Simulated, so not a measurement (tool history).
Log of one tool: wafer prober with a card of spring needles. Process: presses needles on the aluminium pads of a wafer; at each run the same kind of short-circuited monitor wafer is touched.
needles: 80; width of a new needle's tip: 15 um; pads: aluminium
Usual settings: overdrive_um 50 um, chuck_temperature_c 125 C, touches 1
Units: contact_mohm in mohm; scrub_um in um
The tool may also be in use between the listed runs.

run,hour,overdrive_um,chuck_temperature_c,touches,contact_mohm,scrub_um
1,0,50,125,1,183,13.5
# hour 5: tips cleaned on abrasive film
# hour 10: tips cleaned on abrasive film
# hour 16.2: tips cleaned on abrasive film
# hour 22.4: tips cleaned on abrasive film
# hour 28.7: tips cleaned on abrasive film
# hour 33.7: tips cleaned on abrasive film
# hour 39.9: tips cleaned on abrasive film
# hour 46.1: tips cleaned on abrasive film
# hour 52.3: tips cleaned on abrasive film
# hour 58.5: tips cleaned on abrasive film
# hour 64.8: tips cleaned on abrasive film
# hour 71: tips cleaned on abrasive film
# hour 77.2: tips cleaned on abrasive film
# hour 82.2: tips cleaned on abrasive film
2,82.6,50,35,1,189,13.11
# hour 87.6: tips cleaned on abrasive film
# hour 93.8: tips cleaned on abrasive film
# hour 100: tips cleaned on abrasive film
# hour 106.3: tips cleaned on abrasive film
# hour 111.2: tips cleaned on abrasive film
# hour 117.5: tips cleaned on abrasive film
# hour 122.5: tips cleaned on abrasive film
# hour 127.5: tips cleaned on abrasive film
# hour 133.7: tips cleaned on abrasive film
3,137.6,38,125,1,410,9.38
# hour 138.9: tips cleaned on abrasive film
# hour 145.2: tips cleaned on abrasive film
# hour 151.4: tips cleaned on abrasive film
# hour 157.6: tips cleaned on abrasive film
# hour 163.8: tips cleaned on abrasive film
# hour 170: tips cleaned on abrasive film
# hour 176.3: tips cleaned on abrasive film
# hour 181.3: tips cleaned on abrasive film
# hour 187.5: tips cleaned on abrasive film
# hour 192.5: tips cleaned on abrasive film
# hour 198.7: tips cleaned on abrasive film
# hour 203.7: tips cleaned on abrasive film
# hour 209.9: tips cleaned on abrasive film
# hour 216.1: tips cleaned on abrasive film
# hour 222: tips cleaned on abrasive film
4,222,55,125,1,188,13.65
# hour 227: tips cleaned on abrasive film
# hour 233.2: tips cleaned on abrasive film
# hour 239.4: tips cleaned on abrasive film
# hour 245.7: tips cleaned on abrasive film
# hour 251.9: tips cleaned on abrasive film
# hour 256.9: tips cleaned on abrasive film
# hour 263.1: tips cleaned on abrasive film
5,267.8,50,125,1,339,11.95
# hour 269.1: tips cleaned on abrasive film
# hour 274.1: tips cleaned on abrasive film
# hour 280.3: tips cleaned on abrasive film
# hour 285.3: tips cleaned on abrasive film
# hour 291.5: tips cleaned on abrasive film
# hour 297.8: tips cleaned on abrasive film
# hour 303.3: tips cleaned on abrasive film
6,303.3,50,125,1,202,11.76
# hour 309.5: tips cleaned on abrasive film
# hour 313.5: height of the first contact set anew
# hour 314.8: tips cleaned on abrasive film
# hour 321: tips cleaned on abrasive film
# hour 326: tips cleaned on abrasive film
# hour 332.2: tips cleaned on abrasive film
# hour 338.4: tips cleaned on abrasive film
# hour 344.7: tips cleaned on abrasive film
# hour 349.7: tips cleaned on abrasive film
# hour 355.9: tips cleaned on abrasive film
# hour 360.9: tips cleaned on abrasive film
# hour 366.3: tips cleaned on abrasive film
7,366.3,50,125,1,186,13.3
# hour 371.3: tips cleaned on abrasive film
# hour 377.5: tips cleaned on abrasive film
# hour 383.8: tips cleaned on abrasive film
# hour 390: tips cleaned on abrasive film
# hour 396.2: tips cleaned on abrasive film
# hour 401.2: tips cleaned on abrasive film
# hour 407.4: tips cleaned on abrasive film
8,407.7,50,125,1,198,13.23
# hour 412.7: tips cleaned on abrasive film
# hour 418.9: tips cleaned on abrasive film
# hour 425.2: tips cleaned on abrasive film
# hour 431.4: tips cleaned on abrasive film
# hour 437.6: tips cleaned on abrasive film
# hour 442.6: tips cleaned on abrasive film
# hour 448.8: tips cleaned on abrasive film
# hour 454.2: tips cleaned on abrasive film
9,454.2,50,125,1,193,13
# hour 460.4: tips cleaned on abrasive film
# hour 465.4: tips cleaned on abrasive film
# hour 471.7: tips cleaned on abrasive film
# hour 476.7: tips cleaned on abrasive film
# hour 482.9: tips cleaned on abrasive film
# hour 487.9: tips cleaned on abrasive film
# hour 494.1: tips cleaned on abrasive film
# hour 500.3: tips cleaned on abrasive film
# hour 505.3: tips cleaned on abrasive film
# hour 510.3: tips cleaned on abrasive film
10,513.9,47,93,1,361,11.8
# hour 516.5: tips cleaned on abrasive film
# hour 521.5: tips cleaned on abrasive film
# hour 527.7: tips cleaned on abrasive film
# hour 533.9: tips cleaned on abrasive film
# hour 540.1: tips cleaned on abrasive film
# hour 546.4: tips cleaned on abrasive film
11,548.5,56,105,2,226,14.12
# hour 552.3: tips cleaned on abrasive film
# hour 557.3: tips cleaned on abrasive film
# hour 563.5: tips cleaned on abrasive film
# hour 569.7: tips cleaned on abrasive film
# hour 575.9: tips cleaned on abrasive film
# hour 582.2: tips cleaned on abrasive film
# hour 588.4: tips cleaned on abrasive film
# hour 593.4: tips cleaned on abrasive film
# hour 598.4: tips cleaned on abrasive film
# hour 604.6: tips cleaned on abrasive film
# hour 610.8: tips cleaned on abrasive film
# hour 615.8: tips cleaned on abrasive film
12,619.8,42,125,1,448,9.85
# hour 621.1: tips cleaned on abrasive film
# hour 626.1: tips cleaned on abrasive film
# hour 631.1: tips cleaned on abrasive film
# hour 637.3: tips cleaned on abrasive film
# hour 643.5: tips cleaned on abrasive film
# hour 649.8: tips cleaned on abrasive film
# hour 656: tips cleaned on abrasive film
# hour 661: tips cleaned on abrasive film
# hour 667.2: tips cleaned on abrasive film
# hour 671.2: height of the first contact set anew
# hour 673.7: tips cleaned on abrasive film
# hour 678.7: tips cleaned on abrasive film
# hour 684.9: tips cleaned on abrasive film
# hour 689.9: tips cleaned on abrasive film
13,691.3,42,75,1,256,11.52
# hour 695: tips cleaned on abrasive film
# hour 701.3: tips cleaned on abrasive film
# hour 707.5: tips cleaned on abrasive film
# hour 713.7: tips cleaned on abrasive film
# hour 718.7: tips cleaned on abrasive film
# hour 724.9: tips cleaned on abrasive film
# hour 731.1: tips cleaned on abrasive film
# hour 737.4: tips cleaned on abrasive film
# hour 743.6: tips cleaned on abrasive film
# hour 749.8: tips cleaned on abrasive film
# hour 754.8: tips cleaned on abrasive film
# hour 761: tips cleaned on abrasive film
14,762.8,64,42,2,200,17.18
# hour 766.5: tips cleaned on abrasive film
# hour 772.8: tips cleaned on abrasive film
# hour 779: tips cleaned on abrasive film
# hour 785.2: tips cleaned on abrasive film
# hour 790.2: tips cleaned on abrasive film
# hour 796.4: tips cleaned on abrasive film
# hour 801.4: tips cleaned on abrasive film
# hour 807.6: tips cleaned on abrasive film
# hour 813.9: tips cleaned on abrasive film
# hour 820.1: tips cleaned on abrasive film
# hour 825.1: tips cleaned on abrasive film
# hour 830.8: tips cleaned on abrasive film
15,830.8,52,35,1,177,13.12

The next listed run, before its measurement:
# hour 837: tips cleaned on abrasive film
# hour 843.3: tips cleaned on abrasive film
# hour 848.3: tips cleaned on abrasive film
# hour 854.5: tips cleaned on abrasive film
# hour 859.5: tips cleaned on abrasive film
# hour 865.7: tips cleaned on abrasive film
16,870.6,52,35,1,?,?

{"run 16": {"contact_mohm": 397, "scrub_um": 13.04}}
Without the tool's hidden state the same run would have given contact_mohm 155 mohm, scrub_um 14.05 um.
